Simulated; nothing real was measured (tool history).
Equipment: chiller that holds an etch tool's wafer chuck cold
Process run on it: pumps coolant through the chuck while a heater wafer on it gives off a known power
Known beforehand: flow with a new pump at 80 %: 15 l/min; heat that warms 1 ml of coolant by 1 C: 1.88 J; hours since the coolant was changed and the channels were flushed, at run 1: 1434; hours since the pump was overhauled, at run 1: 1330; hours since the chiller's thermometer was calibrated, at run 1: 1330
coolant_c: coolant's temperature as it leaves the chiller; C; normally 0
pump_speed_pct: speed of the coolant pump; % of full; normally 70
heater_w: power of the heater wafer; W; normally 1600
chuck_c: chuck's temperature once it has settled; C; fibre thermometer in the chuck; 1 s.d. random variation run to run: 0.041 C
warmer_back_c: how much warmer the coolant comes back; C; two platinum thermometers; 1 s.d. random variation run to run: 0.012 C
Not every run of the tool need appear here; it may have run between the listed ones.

run,hour,coolant_c,pump_speed_pct,heater_w,hours since the coolant was changed and the channels were flushed,hours since the pump was overhauled,hours since the chiller's thermometer was calibrated,chuck_c,warmer_back_c
1,0,0,70,1600,1434,1330,1330,12.04,3.99
2,32.8,0,70,1600,1467,1363,1363,12.03,3.99
3,62.4,0,70,1600,1496,1392,1392,12.06,3.98
4,97.7,0,70,1600,1532,1428,1428,12.11,3.99
5,118.2,0,70,1600,1552,1448,1448,12.09,3.98
6,146.4,0,70,1600,1580,1476,1476,12,3.96
7,167.9,0,70,1600,1602,1498,1498,12.04,3.96
8,189.4,-5,70,1600,1623,1519,1519,7.07,3.98
9,204.1,-8,70,1600,1638,1534,1534,4.12,3.99
10,237.8,2,70,1600,1672,1568,1568,14.03,3.97
11,270.4,2,70,1600,1704,1600,1600,14,3.97
12,305.4,2,70,1600,1739,1635,1635,14.1,3.98
13,319.9,2,70,1600,1754,1650,1650,14.11,3.98
14,336.2,2,70,1600,1770,1666,1666,14.13,3.96
15,360,2,70,1600,1794,1690,1690,14.05,3.96
16,393.5,2,70,1600,1828,1723,1723,14.17,3.97
17,419.5,3,66,1572,1854,1749,1749,15.45,4.15
18,445.1,3,66,1572,1879,1775,1775,15.51,4.19
19,475.9,3,62,1572,1910,1806,1806,16.16,4.5
20,502,-8,98,1338,1936,1832,1832,-0.53,2.25
21,517.9,2,70,1457,1952,1848,1848,12.89,3.63
22,547.7,-8,73,1600,1982,1878,1878,3.65,3.8
23,563.6,-8,73,1600,1998,1893,1893,3.58,3.76
24,589.3,-5,60,1553,2023,1919,1919,8.47,4.62
25,623.4,0,79,2395,2057,1953,1953,16.17,5.18
26,638.1,-8,83,1600,2072,1968,1968,2.34,3.26
27,671.6,-8,83,1600,2106,2001,2001,2.4,3.26

Branching from run 27: 5 alternative next runs. What would each branch give?
A,687.9,0,77,1909,2122,2018,2018,?,?
B,687.9,4,70,835,2122,2018,2018,?,?
C,687.9,0,70,1041,2122,2018,2018,?,?
D,687.9,-8,83,1311,2122,2018,2018,?,?
E,687.9,8,69,2276,2122,2018,2018,?,?

run,chuck_c,warmer_back_c
A,13.18,4.23
B,10.36,2.08
C,7.84,2.58
D,0.56,2.68
E,25.38,5.73
With the hidden condition removed and each run's random variation left untouched, the same runs would have given:
run,chuck_c,warmer_back_c
A,13.17,4.23
B,10.36,2.08
C,7.84,2.58
D,0.56,2.67
E,25.37,5.73

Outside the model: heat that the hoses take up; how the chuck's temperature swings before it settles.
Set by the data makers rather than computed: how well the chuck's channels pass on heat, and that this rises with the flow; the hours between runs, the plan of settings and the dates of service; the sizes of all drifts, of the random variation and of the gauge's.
